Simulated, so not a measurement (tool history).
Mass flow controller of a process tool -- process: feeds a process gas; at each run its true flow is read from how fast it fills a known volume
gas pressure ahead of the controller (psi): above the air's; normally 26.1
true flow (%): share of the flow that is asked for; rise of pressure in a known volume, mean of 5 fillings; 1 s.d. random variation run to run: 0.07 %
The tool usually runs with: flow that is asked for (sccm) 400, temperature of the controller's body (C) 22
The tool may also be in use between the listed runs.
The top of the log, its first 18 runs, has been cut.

run      day  flow that is asked for (sccm)  gas pressure ahead of the controller (psi)  temperature of the controller's body (C)  hours of work since the controller was set to zero  hours of work since the controller was changed  true flow (%)
      93.096  -- controller's zero set anew, once more
 19   97.192                            219                                        21.3                                        31                                                  61                                            1929          97.18
 20  103.033                            584                                        26.1                                        22                                                 149                                            2016          97.63
 21  107.279                            400                                        26.1                                        21                                                 213                                            2080          97.03
 22  111.775                            400                                        32.5                                        22                                                 280                                            2148          97.12
 23  116.567                            400                                        27.6                                        22                                                 352                                            2219          96.92
 24  122.767                            400                                        27.6                                        22                                                 445                                            2312          96.81
 25  130.492                            400                                        40.2                                        40                                                 561                                            2428          98.19
 26  135.825                            125                                        26.1                                        29                                                 641                                            2508          96.01
 27  142.338                            125                                        38.6                                        29                                                 738                                            2606          95.96
 28  146.267                            905                                        30.3                                        32                                                 797                                            2665          98.86
 29  150.229                            840                                        39.9                                        34                                                 857                                            2724          98.95
 30  156.242                            679                                        26.1                                        39                                                 947                                            2814           98.6
 31  161.921                            421                                        25.4                                        39                                                1032                                            2900          97.83
 32  168.862                            421                                        25.4                                        39                                                1136                                            3004           97.6

Alternative continuations, all from the tool just after run 32; predict every row:
  A  175.088                            400                                        30.2                                        27                                                1230                                            3097              ?
  B  175.088                            213                                        25.4                                        39                                                1230                                            3097              ?
  C  175.088                            902                                        25.4                                        39                                                1230                                            3097              ?
  D  175.088                            400                                        23.1                                        22                                                1230                                            3097              ?

run  true flow (%)
  A          96.74
  B           96.7
  C          99.03
  D          96.17
Take away the tool's hidden state, keep each run's random variation, and the runs would have read:
run  true flow (%)
  A          98.58
  B           98.8
  C         100.71
  D             98
